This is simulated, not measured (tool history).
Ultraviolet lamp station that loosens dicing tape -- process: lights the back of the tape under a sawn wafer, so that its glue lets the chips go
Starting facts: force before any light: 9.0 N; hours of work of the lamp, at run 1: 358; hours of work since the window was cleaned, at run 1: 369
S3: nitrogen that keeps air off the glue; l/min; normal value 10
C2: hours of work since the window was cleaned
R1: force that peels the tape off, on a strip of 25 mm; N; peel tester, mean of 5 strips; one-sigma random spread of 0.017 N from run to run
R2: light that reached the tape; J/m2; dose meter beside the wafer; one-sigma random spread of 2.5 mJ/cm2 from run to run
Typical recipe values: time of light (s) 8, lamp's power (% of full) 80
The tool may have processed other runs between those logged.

{"run": 1, "hour": 0.0, "time of light (s)": 8, "lamp's power (% of full)": 80, "S3": 10, "hours of work of the lamp": 358, "C2": 369, "R1": 1.209, "R2": 2530}
{"run": 2, "hour": 8.3, "time of light (s)": 10, "lamp's power (% of full)": 80, "S3": 10, "hours of work of the lamp": 363, "C2": 374, "R1": 0.732, "R2": 3160}
{"run": 3, "hour": 19.8, "time of light (s)": 10, "lamp's power (% of full)": 80, "S3": 10, "hours of work of the lamp": 371, "C2": 382, "R1": 0.801, "R2": 3130}
{"run": 4, "hour": 25.9, "time of light (s)": 8, "lamp's power (% of full)": 89, "S3": 10, "hours of work of the lamp": 375, "C2": 386, "R1": 1.006, "R2": 2790}
{"run": 5, "hour": 39.4, "time of light (s)": 8, "lamp's power (% of full)": 89, "S3": 10, "hours of work of the lamp": 384, "C2": 395, "R1": 0.991, "R2": 2770}
{"run": 6, "hour": 51.9, "time of light (s)": 8, "lamp's power (% of full)": 89, "S3": 10, "hours of work of the lamp": 392, "C2": 403, "R1": 0.984, "R2": 2780}
{"run": 7, "hour": 63.7, "time of light (s)": 8, "lamp's power (% of full)": 80, "S3": 5, "hours of work of the lamp": 400, "C2": 411, "R1": 1.764, "R2": 2490}
{"run": 8, "hour": 72.5, "time of light (s)": 8, "lamp's power (% of full)": 80, "S3": 5, "hours of work of the lamp": 405, "C2": 416, "R1": 1.714, "R2": 2460}
{"run": 9, "hour": 86.4, "time of light (s)": 8, "lamp's power (% of full)": 80, "S3": 5, "hours of work of the lamp": 414, "C2": 425, "R1": 1.72, "R2": 2470}
{"run": 10, "hour": 93.0, "time of light (s)": 8, "lamp's power (% of full)": 84, "S3": 5, "hours of work of the lamp": 419, "C2": 430, "R1": 1.617, "R2": 2670}
{"run": 11, "hour": 103.4, "time of light (s)": 8, "lamp's power (% of full)": 84, "S3": 5, "hours of work of the lamp": 426, "C2": 437, "R1": 1.611, "R2": 2600}
{"run": 12, "hour": 117.2, "time of light (s)": 8, "lamp's power (% of full)": 84, "S3": 5, "hours of work of the lamp": 435, "C2": 446, "R1": 1.683, "R2": 2560}
{"run": 13, "hour": 126.0, "time of light (s)": 8, "lamp's power (% of full)": 84, "S3": 5, "hours of work of the lamp": 440, "C2": 451, "R1": 1.659, "R2": 2570}
{"run": 14, "hour": 139.8, "time of light (s)": 8, "lamp's power (% of full)": 80, "S3": 10, "hours of work of the lamp": 449, "C2": 460, "R1": 1.333, "R2": 2420}
{"run": 15, "hour": 147.7, "time of light (s)": 8, "lamp's power (% of full)": 80, "S3": 10, "hours of work of the lamp": 455, "C2": 466, "R1": 1.343, "R2": 2470}
{"run": 16, "hour": 158.6, "time of light (s)": 8, "lamp's power (% of full)": 80, "S3": 10, "hours of work of the lamp": 462, "C2": 473, "R1": 1.289, "R2": 2390}
{"run": 17, "hour": 165.5, "time of light (s)": 8, "lamp's power (% of full)": 80, "S3": 8, "hours of work of the lamp": 466, "C2": 477, "R1": 1.512, "R2": 2390}
{"run": 18, "hour": 174.5, "time of light (s)": 8, "lamp's power (% of full)": 80, "S3": 10, "hours of work of the lamp": 472, "C2": 483, "R1": 1.322, "R2": 2380}
{"run": 19, "hour": 180.8, "time of light (s)": 8, "lamp's power (% of full)": 80, "S3": 10, "hours of work of the lamp": 476, "C2": 487, "R1": 1.261, "R2": 2370}
{"run": 20, "hour": 192.8, "time of light (s)": 8, "lamp's power (% of full)": 80, "S3": 10, "hours of work of the lamp": 484, "C2": 495, "R1": 1.375, "R2": 2380}
{"run": 21, "hour": 201.0, "time of light (s)": 8, "lamp's power (% of full)": 80, "S3": 5, "hours of work of the lamp": 490, "C2": 501, "R1": 1.909, "R2": 2330}
{"run": 22, "hour": 214.2, "time of light (s)": 5, "lamp's power (% of full)": 80, "S3": 10, "hours of work of the lamp": 498, "C2": 509, "R1": 2.702, "R2": 1460}
{"run": 23, "hour": 228.1, "time of light (s)": 8, "lamp's power (% of full)": 88, "S3": 10, "hours of work of the lamp": 507, "C2": 518, "R1": 1.164, "R2": 2560}
{"run": 24, "hour": 238.2, "time of light (s)": 8, "lamp's power (% of full)": 88, "S3": 11, "hours of work of the lamp": 514, "C2": 525, "R1": 1.093, "R2": 2570}
{"run": 25, "hour": 248.3, "time of light (s)": 4, "lamp's power (% of full)": 60, "S3": 20, "hours of work of the lamp": 521, "C2": 532, "R1": 4.023, "R2": 870}
{"run": 26, "hour": 257.7, "time of light (s)": 4, "lamp's power (% of full)": 60, "S3": 20, "hours of work of the lamp": 527, "C2": 538, "R1": 4.014, "R2": 890}
{"run": 27, "hour": 268.7, "time of light (s)": 4, "lamp's power (% of full)": 60, "S3": 18, "hours of work of the lamp": 534, "C2": 545, "R1": 4.254, "R2": 870}
{"run": 28, "hour": 274.7, "time of light (s)": 4, "lamp's power (% of full)": 60, "S3": 18, "hours of work of the lamp": 538, "C2": 549, "R1": 4.183, "R2": 840}
{"run": 29, "hour": 288.2, "time of light (s)": 8, "lamp's power (% of full)": 85, "S3": 15, "hours of work of the lamp": 547, "C2": 558, "R1": 1.094, "R2": 2460}
{"run": 30, "hour": 300.4, "time of light (s)": 8, "lamp's power (% of full)": 65, "S3": 6, "hours of work of the lamp": 555, "C2": 566, "R1": 2.44, "R2": 1840}
{"run": 31, "hour": 313.8, "time of light (s)": 8, "lamp's power (% of full)": 65, "S3": 6, "hours of work of the lamp": 564, "C2": 575, "R1": 2.433, "R2": 1850}
{"run": 32, "hour": 321.2, "time of light (s)": 5, "lamp's power (% of full)": 60, "S3": 6, "hours of work of the lamp": 568, "C2": 579, "R1": 4.141, "R2": 1110}
{"hour": 322.6, "done": "window cleaned of glue's vapour"}
{"run": 33, "hour": 334.9, "time of light (s)": 5, "lamp's power (% of full)": 60, "S3": 6, "hours of work of the lamp": 577, "C2": 8, "R1": 3.747, "R2": 1240}
{"run": 34, "hour": 342.0, "time of light (s)": 10, "lamp's power (% of full)": 60, "S3": 6, "hours of work of the lamp": 582, "C2": 13, "R1": 1.644, "R2": 2450}
{"run": 35, "hour": 348.7, "time of light (s)": 9, "lamp's power (% of full)": 77, "S3": 20, "hours of work of the lamp": 586, "C2": 17, "R1": 0.729, "R2": 2800}
{"run": 36, "hour": 356.7, "time of light (s)": 9, "lamp's power (% of full)": 77, "S3": 20, "hours of work of the lamp": 591, "C2": 22, "R1": 0.725, "R2": 2830}
{"run": 37, "hour": 369.7, "time of light (s)": 7, "lamp's power (% of full)": 81, "S3": 6, "hours of work of the lamp": 600, "C2": 31, "R1": 1.837, "R2": 2270}
{"run": 38, "hour": 376.6, "time of light (s)": 8, "lamp's power (% of full)": 80, "S3": 7, "hours of work of the lamp": 604, "C2": 35, "R1": 1.381, "R2": 2570}
{"run": 39, "hour": 385.6, "time of light (s)": 14, "lamp's power (% of full)": 80, "S3": 18, "hours of work of the lamp": 610, "C2": 41, "R1": 0.237, "R2": 4500}
{"run": 40, "hour": 397.4, "time of light (s)": 14, "lamp's power (% of full)": 80, "S3": 18, "hours of work of the lamp": 618, "C2": 49, "R1": 0.237, "R2": 4530}
{"run": 41, "hour": 406.9, "time of light (s)": 14, "lamp's power (% of full)": 80, "S3": 18, "hours of work of the lamp": 624, "C2": 55, "R1": 0.234, "R2": 4450}
{"run": 42, "hour": 419.5, "time of light (s)": 13, "lamp's power (% of full)": 80, "S3": 3, "hours of work of the lamp": 633, "C2": 64, "R1": 0.875, "R2": 4160}
{"run": 43, "hour": 433.6, "time of light (s)": 10, "lamp's power (% of full)": 83, "S3": 6, "hours of work of the lamp": 642, "C2": 73, "R1": 0.949, "R2": 3290}

Consider 3 possible next runs. They are alternatives, not a sequence: every one starts from the tool as it was left by run 43. What does each give?
{"run": "A", "hour": 445.9, "time of light (s)": 8, "lamp's power (% of full)": 63, "S3": 12, "hours of work of the lamp": 650, "C2": 81, "R1": "?", "R2": "?"}
{"run": "B", "hour": 445.9, "time of light (s)": 10, "lamp's power (% of full)": 84, "S3": 17, "hours of work of the lamp": 650, "C2": 81, "R1": "?", "R2": "?"}
{"run": "C", "hour": 445.9, "time of light (s)": 5, "lamp's power (% of full)": 76, "S3": 12, "hours of work of the lamp": 650, "C2": 81, "R1": "?", "R2": "?"}

run=A R1=1.712 R2=1990
run=B R1=0.516 R2=3340
run=C R1=2.601 R2=1500
Stripped of hidden state, with their random variation kept, the same runs would have yielded:
run=A R1=1.209 R2=2420
run=B R1=0.309 R2=4060
run=C R1=1.990 R2=1820
